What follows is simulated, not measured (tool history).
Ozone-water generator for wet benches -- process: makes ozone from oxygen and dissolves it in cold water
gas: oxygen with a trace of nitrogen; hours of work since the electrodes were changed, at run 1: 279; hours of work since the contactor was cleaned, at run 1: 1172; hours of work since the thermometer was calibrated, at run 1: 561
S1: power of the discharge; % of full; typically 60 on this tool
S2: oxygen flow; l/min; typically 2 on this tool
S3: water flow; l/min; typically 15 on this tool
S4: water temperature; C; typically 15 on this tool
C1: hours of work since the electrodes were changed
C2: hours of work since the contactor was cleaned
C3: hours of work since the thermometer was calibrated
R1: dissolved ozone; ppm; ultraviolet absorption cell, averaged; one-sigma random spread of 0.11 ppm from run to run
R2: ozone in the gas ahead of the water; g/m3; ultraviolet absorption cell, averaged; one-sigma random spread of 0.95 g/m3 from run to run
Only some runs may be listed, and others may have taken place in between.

run	hour	S1	S2	S3	S4	C1	C2	C3	R1	R2
1	0	60	2	15	15	279	1172	561	9.1	160.2
2	33.8	60	2	15	15	305	1198	587	9.2	159.9
3	68.2	60	2	15	15	332	1225	614	9	160.7
4	91.4	60	2	15	15	350	1243	632	9.3	162.1
5	116.5	60	2	15	15	370	1262	651	9.1	159.8
6	158.1	60	3.31	15	15	402	1295	683	10.4	129.9
7	179.7	60	3.31	15	15	419	1312	700	10.3	130.1
8	197.6	60	2	15	15	433	1326	714	9	159.3
9	217.5	60	2	15	15	448	1341	730	9.1	158.6
10	241.7	60	2	15	15	467	1360	748	9	158.6
# hour 249.1: contactor cleaned
11	288.2	60	2	15	15	500	30	781	9	160.8
12	321.3	85	2	15	15	526	56	807	10.9	196.6
13	351.8	85	2	15	15	549	80	831	11	198.6
# hour 371.9: contactor cleaned, once more
14	390.5	85	2	15	15	576	14	858	11.3	197.3
15	416.6	59	1.35	13	21	597	35	878	8.9	185.7
16	434.1	59	1.35	13	21	610	48	892	8.6	185.5
17	468	60	2	12	17	637	75	918	11.1	157.3
18	508.6	41	2.58	12	22	668	106	950	8.7	112.5
19	525.7	72	2	12	15	681	119	963	12.7	176.9
20	553.1	72	2.41	14	15	703	141	984	11.4	164.6
21	577.5	96	2	15	15	722	160	1003	12.1	211.5
22	603.6	87	1.05	10	9	742	180	1023	14.8	261.1
23	644.4	87	3.02	18	9	774	212	1055	10.7	168.8
24	676.6	60	2	24	8	799	237	1080	5.4	157.3
25	705.5	64	2	15	8	821	259	1103	10.1	164.5
26	739.1	60	2	11	14	847	285	1129	12.5	158.9
27	774.8	60	2.55	15	21	875	313	1156	9.1	140.6

Each row is a separate what-if for the run after 27, all from the same tool condition, not one after another. Results?
A	813.7	60	1.19	15	15	905	343	1187	?	?
B	813.7	71	1.77	15	21	905	343	1187	?	?
C	813.7	60	3.58	11	15	905	343	1187	?	?

run	R1	R2
A	7.3	194.3
B	9	184.9
C	13.7	124.9
Take away the tool's hidden state, keep each run's random variation, and the runs would have read:
run	R1	R2
A	7.5	200.4
B	9.4	191.4
C	14.3	128.8
